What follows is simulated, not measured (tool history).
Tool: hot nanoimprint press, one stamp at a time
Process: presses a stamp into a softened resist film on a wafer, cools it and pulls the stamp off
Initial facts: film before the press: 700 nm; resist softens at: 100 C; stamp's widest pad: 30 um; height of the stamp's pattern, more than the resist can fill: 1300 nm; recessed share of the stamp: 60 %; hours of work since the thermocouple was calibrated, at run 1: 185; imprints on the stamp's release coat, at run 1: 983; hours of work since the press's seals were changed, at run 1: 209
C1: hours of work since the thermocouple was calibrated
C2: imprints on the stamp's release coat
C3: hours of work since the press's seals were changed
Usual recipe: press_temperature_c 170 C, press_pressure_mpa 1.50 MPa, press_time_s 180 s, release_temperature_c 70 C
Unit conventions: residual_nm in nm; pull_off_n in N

{"run": 1, "hour": 0.0, "press_temperature_c": 170, "press_pressure_mpa": 1.5, "press_time_s": 180, "release_temperature_c": 70, "C1": 185, "C2": 983, "C3": 209, "residual_nm": 279.0, "pull_off_n": 215}
{"run": 2, "hour": 5.0, "press_temperature_c": 170, "press_pressure_mpa": 1.5, "press_time_s": 180, "release_temperature_c": 70, "C1": 188, "C2": 999, "C3": 213, "residual_nm": 282.1, "pull_off_n": 212}
{"run": 3, "hour": 12.2, "press_temperature_c": 170, "press_pressure_mpa": 1.5, "press_time_s": 180, "release_temperature_c": 70, "C1": 193, "C2": 1021, "C3": 218, "residual_nm": 283.3, "pull_off_n": 204}
{"run": 4, "hour": 19.5, "press_temperature_c": 170, "press_pressure_mpa": 2.01, "press_time_s": 180, "release_temperature_c": 70, "C1": 198, "C2": 1043, "C3": 223, "residual_nm": 239.5, "pull_off_n": 212}
{"run": 5, "hour": 29.7, "press_temperature_c": 170, "press_pressure_mpa": 2.01, "press_time_s": 180, "release_temperature_c": 70, "C1": 205, "C2": 1074, "C3": 230, "residual_nm": 240.1, "pull_off_n": 212}
{"run": 6, "hour": 35.7, "press_temperature_c": 162, "press_pressure_mpa": 2.01, "press_time_s": 180, "release_temperature_c": 70, "C1": 210, "C2": 1093, "C3": 234, "residual_nm": 307.0, "pull_off_n": 215}
{"run": 7, "hour": 42.4, "press_temperature_c": 181, "press_pressure_mpa": 1.5, "press_time_s": 180, "release_temperature_c": 70, "C1": 214, "C2": 1114, "C3": 239, "residual_nm": 209.2, "pull_off_n": 215}
{"hour": 46.1, "done": "plate thermocouple calibrated"}
{"hour": 52.1, "done": "stamp cleaned and given a new release coat"}
{"run": 8, "hour": 61.3, "press_temperature_c": 174, "press_pressure_mpa": 1.27, "press_time_s": 155, "release_temperature_c": 70, "C1": 6, "C2": 28, "C3": 246, "residual_nm": 295.7, "pull_off_n": 175}
{"run": 9, "hour": 69.3, "press_temperature_c": 159, "press_pressure_mpa": 2.34, "press_time_s": 271, "release_temperature_c": 69, "C1": 12, "C2": 53, "C3": 251, "residual_nm": 275.8, "pull_off_n": 178}
{"hour": 79.0, "done": "plate thermocouple calibrated, once more"}
{"run": 10, "hour": 84.4, "press_temperature_c": 166, "press_pressure_mpa": 1.24, "press_time_s": 99, "release_temperature_c": 62, "C1": 4, "C2": 90, "C3": 259, "residual_nm": 404.2, "pull_off_n": 199}
{"run": 11, "hour": 92.9, "press_temperature_c": 158, "press_pressure_mpa": 1.5, "press_time_s": 106, "release_temperature_c": 70, "C1": 10, "C2": 116, "C3": 265, "residual_nm": 454.9, "pull_off_n": 166}
{"run": 12, "hour": 100.9, "press_temperature_c": 162, "press_pressure_mpa": 1.94, "press_time_s": 180, "release_temperature_c": 70, "C1": 15, "C2": 141, "C3": 271, "residual_nm": 299.4, "pull_off_n": 167}

Run 13 is up next; what results do you expect?
{"run": 13, "hour": 108.6, "press_temperature_c": 162, "press_pressure_mpa": 1.94, "press_time_s": 180, "release_temperature_c": 70, "C1": 20, "C2": 164, "C3": 276, "residual_nm": "?", "pull_off_n": "?"}

{"run 13": {"residual_nm": 300.2, "pull_off_n": 179}}
If the tool had no hidden condition, the same run with the same run-to-run variation would have returned residual_nm 297.3 nm, pull_off_n 172 N.
